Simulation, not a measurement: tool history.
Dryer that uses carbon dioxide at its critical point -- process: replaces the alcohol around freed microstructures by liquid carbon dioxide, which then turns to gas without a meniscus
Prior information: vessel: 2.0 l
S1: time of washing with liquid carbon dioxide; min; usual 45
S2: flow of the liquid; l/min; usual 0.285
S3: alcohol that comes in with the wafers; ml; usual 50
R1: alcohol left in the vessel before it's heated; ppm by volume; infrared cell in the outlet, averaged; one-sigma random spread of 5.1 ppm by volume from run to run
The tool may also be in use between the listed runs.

run 1 hour=0.0 | S1=45 S2=0.285 S3=50 | R1=98
run 2 hour=5.9 | S1=54 S2=0.285 S3=50 | R1=45
run 3 hour=11.6 | S1=54 S2=0.285 S3=50 | R1=48
run 4 hour=19.2 | S1=51 S2=0.285 S3=50 | R1=48
run 5 hour=26.5 | S1=45 S2=0.285 S3=51 | R1=99
run 6 hour=30.4 | S1=45 S2=0.285 S3=51 | R1=98
run 7 hour=37.4 | S1=45 S2=0.285 S3=51 | R1=100
run 8 hour=42.4 | S1=45 S2=0.264 S3=51 | R1=151
run 9 hour=50.2 | S1=49 S2=0.285 S3=38 | R1=58
run 10 hour=59.4 | S1=49 S2=0.285 S3=38 | R1=68
run 11 hour=64.2 | S1=44 S2=0.412 S3=38 | R1=38
run 12 hour=68.7 | S1=44 S2=0.412 S3=85 | R1=35
run 13 hour=73.7 | S1=35 S2=0.436 S3=107 | R1=76
run 14 hour=79.9 | S1=63 S2=0.465 S3=85 | R1=23
run 15 hour=84.6 | S1=45 S2=0.285 S3=103 | R1=185

For some of the steps in R1 from one run to the next: how much would appear even if the tool had no hidden state, given the settings, what came in and random variation, and how much remains for the hidden state plus any gauge scatter that the measured result and the result without hidden state don't share?
The hidden state here: flow that reaches the vessel past the clogged filter, %; alcohol in the recycled carbon dioxide, ppm; drift of the gauge itself on alcohol_ppm, %.
Run 14 -> 15: S1 63 -> 45, S2 0.465 -> 0.285, S3 85 -> 103. R1 +162 ppm by volume: hidden state +22, all else +140.
